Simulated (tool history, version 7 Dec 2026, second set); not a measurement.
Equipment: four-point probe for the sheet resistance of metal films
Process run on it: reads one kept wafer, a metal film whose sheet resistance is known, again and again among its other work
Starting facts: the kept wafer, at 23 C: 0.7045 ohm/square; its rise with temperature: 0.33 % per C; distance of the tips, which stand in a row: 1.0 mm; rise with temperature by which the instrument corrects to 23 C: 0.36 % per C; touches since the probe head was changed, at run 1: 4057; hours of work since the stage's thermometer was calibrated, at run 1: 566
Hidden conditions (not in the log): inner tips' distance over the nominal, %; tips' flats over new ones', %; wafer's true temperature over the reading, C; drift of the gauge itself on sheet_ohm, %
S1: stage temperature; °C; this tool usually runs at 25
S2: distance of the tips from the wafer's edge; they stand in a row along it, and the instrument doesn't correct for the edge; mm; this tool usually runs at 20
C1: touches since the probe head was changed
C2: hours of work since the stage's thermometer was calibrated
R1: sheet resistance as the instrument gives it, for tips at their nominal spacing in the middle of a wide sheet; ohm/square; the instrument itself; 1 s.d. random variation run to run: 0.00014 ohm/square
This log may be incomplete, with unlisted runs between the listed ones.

run	hour	S1	S2	C1	C2	R1
1	0.0	25	20	4057	566	0.701887
2	11.2	25	20	4594	573	0.701819
3	28.0	25	20	5405	582	0.701775
4	43.4	25	20	6146	591	0.701812
5	59.5	25	20	6919	601	0.701835
6	72.8	25	20	7559	608	0.701868
7	83.0	25	20	8050	614	0.701883
8	95.4	25	20	8644	621	0.701989
9	108.1	30	10	9256	629	0.703760
# hour 110.5: stage's thermometer calibrated
10	118.7	30	10	9742	5	0.703571
11	129.9	34	46	10279	11	0.699754
12	143.7	34	46	10945	19	0.699611
13	164.7	34	46	11953	31	0.699515
# hour 172.1: stage's thermometer calibrated, once more
14	181.3	18	6	12729	5	0.712913
15	202.4	32	5	13742	18	0.714258

Consider 3 possible next runs. They are alternatives, not a sequence: every one starts from the tool as it was left by run 15. What does each give?
A	221.6	29	3	14666	29	?
B	221.6	21	57	14666	29	?
C	221.6	34	34	14666	29	?

run	R1
A	0.739399
B	0.702056
C	0.699189
Take away the tool's hidden state, keep each run's random variation, and the runs would have read:
run	R1
A	0.742676
B	0.705183
C	0.702302
